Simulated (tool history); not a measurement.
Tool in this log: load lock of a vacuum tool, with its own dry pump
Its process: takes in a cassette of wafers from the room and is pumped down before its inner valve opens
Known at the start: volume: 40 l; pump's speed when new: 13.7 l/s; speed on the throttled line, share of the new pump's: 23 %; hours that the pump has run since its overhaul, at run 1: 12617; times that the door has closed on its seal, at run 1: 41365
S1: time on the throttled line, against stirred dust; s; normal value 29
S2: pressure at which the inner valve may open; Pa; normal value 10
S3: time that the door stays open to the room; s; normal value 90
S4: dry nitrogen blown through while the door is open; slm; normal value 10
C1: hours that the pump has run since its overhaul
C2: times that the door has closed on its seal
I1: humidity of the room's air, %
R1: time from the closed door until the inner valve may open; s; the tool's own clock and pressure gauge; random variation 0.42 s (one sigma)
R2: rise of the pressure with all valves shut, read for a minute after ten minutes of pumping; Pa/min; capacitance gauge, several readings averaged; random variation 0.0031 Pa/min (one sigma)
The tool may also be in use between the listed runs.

run	hour	S1	S2	S3	S4	C1	C2	I1	R1	R2
1	0	29	10	90	10	12617	41365	46.1	53.1	0.264
2	283.7	29	10	90	10	12901	42623	44.3	53.1	0.268
3	888.4	29	10	90	10	13505	45305	46.9	53.4	0.29
# hour 1095.6: dry pump taken out, an overhauled one fitted
4	1235.4	29	10	79	10	140	46817	41.3	50.1	0.291
5	1541.7	29	10	160	10	446	48175	44.7	49.4	0.321
6	2080.9	29	10	160	10	985	50567	45.5	49.9	0.339
7	2348.8	29	10	90	10	1253	51755	42.9	50.2	0.334
8	2729	29	10	90	10	1633	53441	43.6	50	0.343
9	3169.8	29	10	90	10	2074	55396	44.7	50.4	0.348

For run 10, what comes out?
10	3429.9	30	8	43	20	2334	56549	43.1	?	?

{"run 10": {"R1": 51, "R2": 0.345}}
Minus the tool's unlogged condition, the same run would have read R1 50.4 s, R2 0.036 Pa/min.
